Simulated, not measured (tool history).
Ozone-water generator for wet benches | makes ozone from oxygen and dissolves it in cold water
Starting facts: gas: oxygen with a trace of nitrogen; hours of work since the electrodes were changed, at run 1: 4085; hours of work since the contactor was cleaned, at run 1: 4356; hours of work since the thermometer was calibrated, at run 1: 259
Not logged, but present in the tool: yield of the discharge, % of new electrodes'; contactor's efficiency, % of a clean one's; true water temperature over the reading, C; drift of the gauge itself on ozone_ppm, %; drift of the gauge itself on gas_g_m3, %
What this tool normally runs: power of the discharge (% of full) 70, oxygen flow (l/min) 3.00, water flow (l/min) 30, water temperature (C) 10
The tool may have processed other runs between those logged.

run    hour  power of the discharge (% of full)  oxygen flow (l/min)  water flow (l/min)  water temperature (C)  hours of work since the electrodes were changed  hours of work since the contactor was cleaned  hours of work since the thermometer was calibrated  dissolved ozone (ppm)  ozone in the gas ahead of the water (g/m3)
  1     0.0                                  70                 3.00                  30                     10                                             4085                                           4356                                                 259                    8.8                                       156.7
  2   130.4                                  70                 3.00                  30                     10                                             4181                                           4453                                                 355                    8.8                                       153.6
  3   243.4                                  70                 3.00                  30                     10                                             4265                                           4536                                                 438                    9.0                                       155.6
  4   331.3                                  70                 3.00                  30                     10                                             4329                                           4601                                                 503                    8.7                                       153.4
  5   514.9                                  70                 3.00                  30                     10                                             4465                                           4736                                                 638                    8.9                                       154.3
  6   722.6                                  70                 3.00                  30                     10                                             4618                                           4889                                                 791                    8.9                                       153.8
  7   811.2                                  70                 3.00                  30                     10                                             4683                                           4954                                                 856                    8.9                                       153.9
  8  1007.0                                  70                 3.00                  24                     10                                             4827                                           5099                                                1001                   11.4                                       154.8
  9  1130.2                                  70                 3.00                  24                     10                                             4918                                           5189                                                1092                   11.3                                       153.3
 10  1222.5                                  70                 3.00                  24                     10                                             4986                                           5257                                                1160                   11.3                                       153.8
 11  1319.7                                  70                 3.00                  24                     10                                             5058                                           5329                                                1231                   11.3                                       153.5
 12  1430.1                                  70                 3.00                  24                     10                                             5139                                           5410                                                1313                   11.3                                       155.0
 13  1583.8                                  70                 1.59                  20                     16                                             5252                                           5524                                                1426                   11.0                                       213.7
 14  1716.8                                  58                 1.59                  47                     16                                             5350                                           5622                                                1524                    3.6                                       186.3
 15  1822.2                                  58                 1.59                  47                     16                                             5428                                           5699                                                1602                    3.6                                       184.1
 16  1975.9                                  40                 2.84                  30                     14                                             5541                                           5813                                                1715                    5.7                                       103.4
 17  2129.3                                  40                 2.84                  30                     14                                             5655                                           5926                                                1828                    5.5                                       103.7
 18  2240.5                                  40                 2.84                  30                     14                                             5736                                           6008                                                1910                    5.7                                       101.7
 19  2399.5                                  70                 3.00                  21                      8                                             5854                                           6125                                                2027                   13.4                                       152.8
     2557.5  -- contactor cleaned
 20  2558.7                                  70                 3.93                  19                      8                                             5968                                              1                                                2141                   15.0                                       132.8
 21  2728.9                                  70                 3.93                  19                      8                                             6093                                            126                                                2267                   15.2                                       131.9
 22  2873.0                                  44                 2.78                  39                     10                                             6200                                            233                                                2373                    4.6                                       111.4
 23  3080.8                                  57                 2.13                  24                      8                                             6353                                            386                                                2526                    8.9                                       155.4

Across each entry between runs, compare the hidden state at the last listed run before it with the hidden state at the first listed run after it:
In the gap between runs 19 and 20: contactor cleaned (hour 2557.5)
  contactor's efficiency, % of a clean one's: 99.7 -> 100; drift of the gauge itself on gas_g_m3, %: -1.71 -> -1.82
  measured value less the no-hidden-state value, ozone in the gas ahead of the water (g/m3): -3.0 -> -2.8
